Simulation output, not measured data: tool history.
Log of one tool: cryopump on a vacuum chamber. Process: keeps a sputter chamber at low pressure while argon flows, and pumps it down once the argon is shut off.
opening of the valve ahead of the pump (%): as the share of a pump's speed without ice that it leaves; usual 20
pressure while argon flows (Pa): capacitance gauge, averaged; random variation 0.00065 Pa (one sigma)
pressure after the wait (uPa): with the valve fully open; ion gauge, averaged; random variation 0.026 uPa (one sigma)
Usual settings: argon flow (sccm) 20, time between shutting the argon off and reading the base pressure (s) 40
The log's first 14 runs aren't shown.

run,hour,argon flow (sccm),time between shutting the argon off and reading the base pressure (s),opening of the valve ahead of the pump (%),pressure while argon flows (Pa),pressure after the wait (uPa)
15,884.8,20,40,20,0.1109,1.62
16,926.5,20,40,20,0.1104,1.68
17,998.3,20,40,20,0.1126,1.73
18,1074.2,20,40,20,0.1122,1.76
19,1134.6,18,112,20,0.1022,1.19
20,1206.9,32,33,15,0.2382,1.97
21,1267.7,17,68,28,0.0727,1.46
# hour 1290.2: pump warmed up, emptied and cooled again
22,1315.5,8,117,25,0.0330,0.94
23,1356.2,16,239,25,0.0670,0.78
24,1446.7,20,40,46,0.0469,1.58
25,1540.9,23,40,33,0.0745,1.63
26,1612.4,10,101,50,0.0220,1.11
27,1681.2,10,28,50,0.0231,2.15
28,1729.6,30,28,23,0.1392,2.10
29,1773.6,20,146,40,0.0558,1.06
30,1836.8,20,24,27,0.0810,2.39
31,1881.8,10,53,22,0.0489,1.59
32,1926.7,10,53,22,0.0490,1.61
33,2023.6,10,32,22,0.0499,2.13
34,2068.0,24,133,22,0.1203,1.25
35,2144.9,9,45,17,0.0578,1.81

3 ways to go on from here, each from the tool as it stands after run 35. What would each give?
A,2214.3,8,45,17,?,?
B,2214.3,34,39,17,?,?
C,2214.3,31,70,48,?,?

run,pressure while argon flows (Pa),pressure after the wait (uPa)
A,0.0512,1.85
B,0.2187,1.95
C,0.0781,1.52
Without the tool's hidden state the same runs would have given:
run,pressure while argon flows (Pa),pressure after the wait (uPa)
A,0.0484,1.04
B,0.2068,1.15
C,0.0672,0.72
